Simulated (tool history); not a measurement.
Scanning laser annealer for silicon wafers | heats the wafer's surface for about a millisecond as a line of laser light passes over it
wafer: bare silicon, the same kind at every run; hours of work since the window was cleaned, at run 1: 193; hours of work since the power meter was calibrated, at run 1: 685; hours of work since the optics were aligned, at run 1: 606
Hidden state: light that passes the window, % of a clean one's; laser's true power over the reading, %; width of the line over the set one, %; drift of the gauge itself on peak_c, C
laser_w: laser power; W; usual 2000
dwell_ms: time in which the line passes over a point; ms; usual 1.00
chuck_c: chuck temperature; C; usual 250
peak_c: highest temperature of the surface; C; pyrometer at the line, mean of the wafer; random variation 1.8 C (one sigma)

| run | hour | laser_w | dwell_ms | chuck_c | hours of work since the window was cleaned | hours of work since the power meter was calibrated | hours of work since the optics were aligned | peak_c |
|---|---|---|---|---|---|---|---|---|
| 1 | 0.0 | 2000 | 1.00 | 250 | 193 | 685 | 606 | 967 |
| 2 | 21.3 | 2000 | 1.00 | 250 | 205 | 697 | 618 | 962 |
| 3 | 35.4 | 2000 | 1.00 | 250 | 212 | 705 | 625 | 961 |
| 4 | 67.2 | 2000 | 1.18 | 250 | 230 | 722 | 643 | 1020 |
| 5 | 81.4 | 2000 | 1.00 | 231 | 238 | 730 | 651 | 938 |
| 6 | 108.0 | 2000 | 1.00 | 231 | 252 | 745 | 665 | 939 |
| 7 | 132.6 | 2090 | 1.17 | 250 | 266 | 758 | 679 | 1056 |
| 8 | 149.6 | 2191 | 0.98 | 214 | 275 | 768 | 688 | 997 |
| 9 | 163.9 | 2191 | 0.98 | 214 | 283 | 775 | 696 | 997 |
| 10 | 182.4 | 2191 | 0.98 | 214 | 293 | 786 | 706 | 995 |
| 11 | 197.1 | 1993 | 0.82 | 250 | 301 | 794 | 714 | 884 |

4 ways to go on from here, each from the tool as it stands after run 11. What would each give?
| A | 224.1 | 2183 | 0.82 | 232 | 316 | 808 | 729 | ? |
| B | 224.1 | 2000 | 1.24 | 250 | 316 | 808 | 729 | ? |
| C | 224.1 | 1912 | 0.91 | 215 | 316 | 808 | 729 | ? |
| D | 224.1 | 1882 | 0.92 | 250 | 316 | 808 | 729 | ? |

| run | peak_c |
|---|---|
| A | 947 |
| B | 1021 |
| C | 846 |
| D | 871 |
Without the tool's hidden state the same runs would have given:
| run | peak_c |
|---|---|
| A | 1008 |
| B | 1087 |
| C | 900 |
| D | 925 |

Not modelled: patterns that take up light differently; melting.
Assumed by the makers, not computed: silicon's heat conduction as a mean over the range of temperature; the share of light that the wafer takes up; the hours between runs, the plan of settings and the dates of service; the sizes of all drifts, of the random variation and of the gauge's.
